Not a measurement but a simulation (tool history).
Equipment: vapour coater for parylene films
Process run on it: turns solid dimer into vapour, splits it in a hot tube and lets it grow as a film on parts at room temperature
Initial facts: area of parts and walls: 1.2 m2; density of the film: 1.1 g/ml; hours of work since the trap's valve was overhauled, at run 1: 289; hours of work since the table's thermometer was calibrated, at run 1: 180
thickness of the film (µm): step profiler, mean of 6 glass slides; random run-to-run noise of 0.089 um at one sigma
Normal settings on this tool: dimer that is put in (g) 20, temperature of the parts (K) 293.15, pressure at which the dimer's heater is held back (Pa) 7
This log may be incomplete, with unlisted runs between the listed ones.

run	hour	dimer that is put in (g)	temperature of the parts (K)	pressure at which the dimer's heater is held back (Pa)	hours of work since the trap's valve was overhauled	hours of work since the table's thermometer was calibrated	thickness of the film (µm)
1	0	20	293.15	7	289	180	10.17
2	10.7	9	293.15	7	295	186	4.51
3	25.2	9	293.15	7	303	194	4.54
4	42.4	9	293.15	7	313	204	4.49
5	54.9	9	293.15	7	320	211	4.46
6	63.2	9	293.15	7	324	215	4.53
7	79	9	293.15	7	333	224	4.59
8	93.4	9	293.15	7	341	233	4.53
9	107.3	20	293.15	7	349	240	9.87
10	119.5	20	293.15	7	356	247	10.07
11	133.6	20	293.15	7	364	255	9.9
12	146.5	20	293.15	7	371	263	9.92
13	160.1	20	293.15	7	379	270	9.95
14	172.7	20	293.15	7	386	277	10.1
15	185.3	20	293.15	7	393	284	10.03
16	195.1	20	300.15	7	399	290	7.9
17	210.8	20	293.15	9.85	408	299	9.11
# hour 213.1: table's thermometer calibrated
18	229.3	20	293.15	7	418	9	9.89
19	243.9	20	293.15	7	426	17	9.88
20	252.5	20	293.15	7	431	22	9.79
# hour 257.4: table's thermometer calibrated, once more
21	266.6	20	293.15	7	438	5	10
22	283	20	290.15	7	447	14	10.98
23	297.6	20	290.15	7	456	23	10.96
24	308.2	24	293.15	7	462	29	11.6
25	316.5	24	293.15	2.63	466	33	14.06
26	332.6	20	293.15	6.46	475	42	9.97
27	340.6	20	298.15	5.07	480	47	8.79
28	358.1	22	289.15	8.11	490	57	11.97

Run 29 comes next. What will it give?
29	375.1	10	290.15	9.63	500	66	?

{"run 29": {"thickness of the film (µm)": 5.07}}
Take away the tool's hidden state, keep the run-to-run variation as it was, and the same run would have given thickness of the film (µm) 5.63.
